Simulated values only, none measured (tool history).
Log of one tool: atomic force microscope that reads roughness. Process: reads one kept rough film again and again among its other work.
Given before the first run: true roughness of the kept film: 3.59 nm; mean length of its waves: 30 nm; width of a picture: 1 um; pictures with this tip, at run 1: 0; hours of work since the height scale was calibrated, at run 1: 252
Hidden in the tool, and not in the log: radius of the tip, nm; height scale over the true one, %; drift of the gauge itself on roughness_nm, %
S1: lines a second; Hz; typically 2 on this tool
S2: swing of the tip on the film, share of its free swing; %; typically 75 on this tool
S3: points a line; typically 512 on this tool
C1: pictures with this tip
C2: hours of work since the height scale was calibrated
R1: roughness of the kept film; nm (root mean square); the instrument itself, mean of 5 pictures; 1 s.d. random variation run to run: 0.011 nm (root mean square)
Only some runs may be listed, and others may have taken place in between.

run   hour    S1  S2   S3   C1   C2     R1
  1      0     2  75  512    0  252  2.645
  2   12.4     2  75  378   13  260  2.501
  3   39.8     2  75  512   43  276   2.29
  4     53     2  75  512   57  284   2.19
  5   69.6     2  75  270   75  294  2.059
  6   93.4     2  75  383  101  308  1.933
  7  119.4  0.96  75  512  129  323  1.951
     125.8  -- new tip fitted
  8    138  0.96  75  512   13  334  2.719
  9  156.5  2.01  75  512   33  345  2.358
 10  182.9  2.01  75  512   62  361   2.17
 11  196.7  2.29  75  512   77  369  2.039
 12  215.7     2  75  512   98  380   1.94
 13  242.1  1.86  75  512  126  396   1.85
     251.1  -- new tip fitted
 14  268.7  1.33  70  614   20  412  2.638
 15    286  1.81  72  654   38  422  2.422
 16  309.3  0.77  87  591   64  436  2.266
     312.3  -- height scale calibrated on a step standard
 17  336.3  2.06  58  479   92   14  2.208
     354.1  -- height scale calibrated on a step standard, once more
 18  365.7  2.06  58  479  123    7  2.056
     377.7  -- new tip fitted
 19  380.4  2.06  58  479    3   15   2.88
 20  396.9  2.06  58  479   21   25  2.739
 21  409.7  2.75  55  388   35   33  2.612
 22  429.6  1.46  56  327   57   45  2.497
 23    443  0.63  75  349   71   53  2.333
 24  461.4     2  75  910   91   64   2.05
 25  478.4     2  89  547  110   74  1.725

How would selected steps in R1 from run to run divide? Give the signed amount a tool lacking its hidden state would still show from settings, what came in and random variation, and the signed amount left for the hidden state, including any gauge scatter that is not in both of the compared results.
Run 7 -> 8: new tip fitted. R1 +0.768 nm (root mean square): hidden state +0.756, all else +0.012.
Run 13 -> 14: S1 1.86 -> 1.33, S2 75 -> 70, S3 512 -> 614, new tip fitted. R1 +0.788 nm (root mean square): hidden state +0.63, all else +0.158.
Run 18 -> 19: new tip fitted. R1 +0.824 nm (root mean square): hidden state +0.834, all else -0.01.
